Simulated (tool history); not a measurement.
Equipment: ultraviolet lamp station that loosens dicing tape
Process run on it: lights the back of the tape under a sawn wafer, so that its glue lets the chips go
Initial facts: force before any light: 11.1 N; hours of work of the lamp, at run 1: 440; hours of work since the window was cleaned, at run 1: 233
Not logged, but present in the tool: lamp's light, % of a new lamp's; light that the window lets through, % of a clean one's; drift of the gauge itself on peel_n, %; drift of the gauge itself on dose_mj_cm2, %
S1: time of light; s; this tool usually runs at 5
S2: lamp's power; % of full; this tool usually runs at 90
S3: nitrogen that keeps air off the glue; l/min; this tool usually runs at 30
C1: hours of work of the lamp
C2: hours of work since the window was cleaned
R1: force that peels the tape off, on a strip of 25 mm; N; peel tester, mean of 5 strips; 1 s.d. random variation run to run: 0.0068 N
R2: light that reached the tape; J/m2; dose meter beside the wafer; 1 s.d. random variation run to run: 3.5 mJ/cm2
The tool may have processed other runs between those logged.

run    hour  S1  S2  S3    C1   C2     R1    R2
  1       0   5  90  30   440  233  0.276  5130
  2    52.6   5  90  30   464  257    0.3  5050
  3    99.6   5  90  30   486  279    0.3  5000
  4   129.8   5  90  30   500  293  0.289  4970
  5   191.6   5  90  30   528  321  0.282  4910
  6   224.3   5  90  30   543  336  0.295  4940
  7   277.8   5  90  30   568  361  0.322  4790
  8     317   5  90  31   586  379  0.293  4800
  9   364.5   5  90  17   608  401   0.47  4800
      425.2  -- window cleaned of glue's vapour
 10   427.4   5  60  30   637    1   0.68  3310
 11     461   5  60  30   652   17  0.709  3340
 12   518.1   5  60  30   679   43  0.731  3340
 13   556.3   5  60  30   696   60  0.713  3280
 14   607.8   5  65  30   720   84  0.622  3520
 15   661.4   5  91   9   745  109  0.802  4860
 16   715.4   3  65  31   770  134  1.852  2080
 17   763.1   5  62  30   792  156  0.701  3260
 18   792.1   3  90  30   805  169  1.024  2850
 19   836.5   4  90  18   826  190  0.817  3760
 20     891   4  90  18   851  215  0.807  3770
 21     949   4  80  18   877  242  1.093  3270
 22   999.1   8  80  59   901  265  0.176  6470
 23  1041.7   4  63  30   920  284  1.254  2530
 24  1090.4   3  63  30   943  307  2.111  1890
 25    1157   6  72  24   973  338  0.444  4260
 26  1198.7   6  70  34   993  357  0.401  4080
 27  1243.5   3  81  59  1013  377  0.971  2380
 28  1313.1   5  66  11  1045  410  1.673  3190

Consider 4 possible next runs. They are alternatives, not a sequence: every one starts from the tool as it was left by run 28. What does each give?
  A  1350   5  90  35  1062  427   ?   ?
  B  1350   3  67  11  1062  427   ?   ?
  C  1350   3  90  13  1062  427   ?   ?
  D  1350   6  92  11  1062  427   ?   ?

run     R1    R2
  A  0.346  4270
  B  3.534  1960
  C  2.144  2580
  D  0.564  5290
With the hidden condition removed and each run's random variation left untouched, the same runs would have given:
run     R1    R2
  A   0.21  5800
  B  2.364  2640
  C  1.246  3500
  D  0.294  7150
